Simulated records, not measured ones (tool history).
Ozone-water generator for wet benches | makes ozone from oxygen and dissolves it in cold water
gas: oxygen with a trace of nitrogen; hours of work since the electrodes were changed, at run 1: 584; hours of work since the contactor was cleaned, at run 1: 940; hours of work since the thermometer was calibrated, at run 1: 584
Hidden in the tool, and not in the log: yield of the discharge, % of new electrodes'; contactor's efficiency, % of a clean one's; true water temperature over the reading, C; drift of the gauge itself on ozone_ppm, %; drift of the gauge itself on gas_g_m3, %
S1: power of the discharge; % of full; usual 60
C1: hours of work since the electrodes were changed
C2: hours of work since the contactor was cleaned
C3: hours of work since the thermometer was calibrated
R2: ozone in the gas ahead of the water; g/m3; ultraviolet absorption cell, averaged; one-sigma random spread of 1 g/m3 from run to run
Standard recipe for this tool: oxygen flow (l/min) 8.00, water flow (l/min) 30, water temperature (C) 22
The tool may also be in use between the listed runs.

Run 1, hour 0.0: usual settings; C1 584; C2 940; C3 584. Result: dissolved ozone (ppm) 18.6, R2 178.2 g/m3.
Run 2, hour 90.0: usual settings; C1 641; C2 997; C3 641. Result: dissolved ozone (ppm) 18.7, R2 177.7 g/m3.
Run 3, hour 174.9: usual settings; C1 695; C2 1051; C3 695. Result: dissolved ozone (ppm) 18.7, R2 177.3 g/m3.
Run 4, hour 229.5: usual settings; C1 729; C2 1086; C3 729. Result: dissolved ozone (ppm) 18.6, R2 175.3 g/m3.
Run 5, hour 328.7: usual settings; C1 792; C2 1148; C3 792. Result: dissolved ozone (ppm) 18.4, R2 175.3 g/m3.
Run 6, hour 424.4: usual settings; C1 853; C2 1209; C3 853. Result: dissolved ozone (ppm) 18.5, R2 176.6 g/m3.
Run 7, hour 524.8: usual settings; C1 917; C2 1273; C3 917. Result: dissolved ozone (ppm) 18.2, R2 176.0 g/m3.
Run 8, hour 582.8: usual settings but water flow (l/min) 45; C1 953; C2 1310; C3 953. Result: dissolved ozone (ppm) 12.7, R2 175.5 g/m3.
Run 9, hour 631.0: usual settings but water flow (l/min) 26; C1 984; C2 1340; C3 984. Result: dissolved ozone (ppm) 20.3, R2 173.9 g/m3.
Run 10, hour 712.1: usual settings but water flow (l/min) 26; C1 1035; C2 1392; C3 1035. Result: dissolved ozone (ppm) 20.4, R2 174.2 g/m3.
Run 11, hour 803.4: usual settings but water flow (l/min) 26; C1 1093; C2 1449; C3 1093. Result: dissolved ozone (ppm) 20.3, R2 172.4 g/m3.
Run 12, hour 905.4: usual settings but water flow (l/min) 41; C1 1158; C2 1514; C3 1158. Result: dissolved ozone (ppm) 13.6, R2 171.4 g/m3.
Run 13, hour 956.8: usual settings but water flow (l/min) 41; C1 1191; C2 1547; C3 1191. Result: dissolved ozone (ppm) 13.9, R2 172.4 g/m3.
At hour 990.0: contactor cleaned.
Run 14, hour 1008.2: usual settings but water flow (l/min) 41; C1 1221; C2 12; C3 1221. Result: dissolved ozone (ppm) 13.7, R2 172.4 g/m3.
Run 15, hour 1063.4: usual settings but oxygen flow (l/min) 8.84, water flow (l/min) 41, water temperature (C) 14; C1 1256; C2 47; C3 1256. Result: dissolved ozone (ppm) 15.2, R2 162.2 g/m3.
Run 16, hour 1111.7: usual settings but oxygen flow (l/min) 6.33; C1 1286; C2 77; C3 1286. Result: dissolved ozone (ppm) 18.2, R2 197.9 g/m3.
Run 17, hour 1209.2: usual settings but oxygen flow (l/min) 13.27, water flow (l/min) 26, water temperature (C) 16; C1 1348; C2 139; C3 1348. Result: dissolved ozone (ppm) 20.6, R2 125.3 g/m3.
Run 18, hour 1286.7: usual settings but oxygen flow (l/min) 13.27, water flow (l/min) 26, water temperature (C) 16; C1 1397; C2 188; C3 1397. Result: dissolved ozone (ppm) 20.5, R2 125.1 g/m3.
Run 19, hour 1391.1: usual settings but oxygen flow (l/min) 13.27, water flow (l/min) 26, water temperature (C) 16; C1 1463; C2 254; C3 1463. Result: dissolved ozone (ppm) 20.1, R2 124.4 g/m3.
Run 20, hour 1495.1: usual settings but water flow (l/min) 25; C1 1529; C2 320; C3 1529. Result: dissolved ozone (ppm) 20.3, R2 169.1 g/m3.
Run 21, hour 1575.8: usual settings but S1 50 % of full, water flow (l/min) 29, water temperature (C) 19; C1 1580; C2 371; C3 1580. Result: dissolved ozone (ppm) 17.4, R2 153.8 g/m3.
Run 22, hour 1673.7: usual settings but oxygen flow (l/min) 6.79, water flow (l/min) 19, water temperature (C) 25; C1 1642; C2 433; C3 1642. Result: dissolved ozone (ppm) 24.1, R2 187.6 g/m3.
Run 23, hour 1749.7: usual settings but oxygen flow (l/min) 7.14, water temperature (C) 21; C1 1691; C2 482; C3 1691. Result: dissolved ozone (ppm) 18.1, R2 181.2 g/m3.
Run 24, hour 1801.6: usual settings but S1 90 % of full, oxygen flow (l/min) 9.90, water temperature (C) 18; C1 1724; C2 515; C3 1724. Result: dissolved ozone (ppm) 22.7, R2 181.7 g/m3.
Run 25, hour 1845.0: usual settings but S1 87 % of full, oxygen flow (l/min) 9.90, water flow (l/min) 33, water temperature (C) 18; C1 1751; C2 542; C3 1751. Result: dissolved ozone (ppm) 20.5, R2 179.9 g/m3.
Run 26, hour 1908.9: usual settings but S1 87 % of full, oxygen flow (l/min) 9.90, water flow (l/min) 22, water temperature (C) 23; C1 1792; C2 583; C3 1792. Result: dissolved ozone (ppm) 25.0, R2 179.4 g/m3.
Run 27, hour 2007.0: usual settings but S1 87 % of full, oxygen flow (l/min) 9.90, water flow (l/min) 22, water temperature (C) 23; C1 1854; C2 645; C3 1854. Result: dissolved ozone (ppm) 24.8, R2 179.9 g/m3.
Run 28, hour 2103.4: usual settings but S1 87 % of full, oxygen flow (l/min) 9.90, water flow (l/min) 22, water temperature (C) 17; C1 1915; C2 706; C3 1915. Result: dissolved ozone (ppm) 28.0, R2 177.8 g/m3.

Forecast each of these 4 alternatives for the next run:
Run A, hour 2149.6: usual settings but S1 51 % of full, oxygen flow (l/min) 9.90, water flow (l/min) 33, water temperature (C) 16; C1 1944; C2 735; C3 1944. Result: dissolved ozone (ppm) ?, R2 ?.
Run B, hour 2149.6: usual settings but S1 70 % of full, oxygen flow (l/min) 9.90, water flow (l/min) 48, water temperature (C) 19; C1 1944; C2 735; C3 1944. Result: dissolved ozone (ppm) ?, R2 ?.
Run C, hour 2149.6: usual settings but S1 87 % of full, oxygen flow (l/min) 9.90, water flow (l/min) 22, water temperature (C) 28; C1 1944; C2 735; C3 1944. Result: dissolved ozone (ppm) ?, R2 ?.
Run D, hour 2149.6: usual settings but water flow (l/min) 35; C1 1944; C2 735; C3 1944. Result: dissolved ozone (ppm) ?, R2 ?.

run  dissolved ozone (ppm)     R2
  A                   16.0  135.7
  B                   12.5  156.6
  C                   22.8  177.8
  D                   15.2  166.5
With no hidden state in the tool, these same runs would have given:
run  dissolved ozone (ppm)     R2
  A                   17.7  148.5
  B                   14.2  174.8
  C                   26.1  200.9
  D                   17.0  184.2

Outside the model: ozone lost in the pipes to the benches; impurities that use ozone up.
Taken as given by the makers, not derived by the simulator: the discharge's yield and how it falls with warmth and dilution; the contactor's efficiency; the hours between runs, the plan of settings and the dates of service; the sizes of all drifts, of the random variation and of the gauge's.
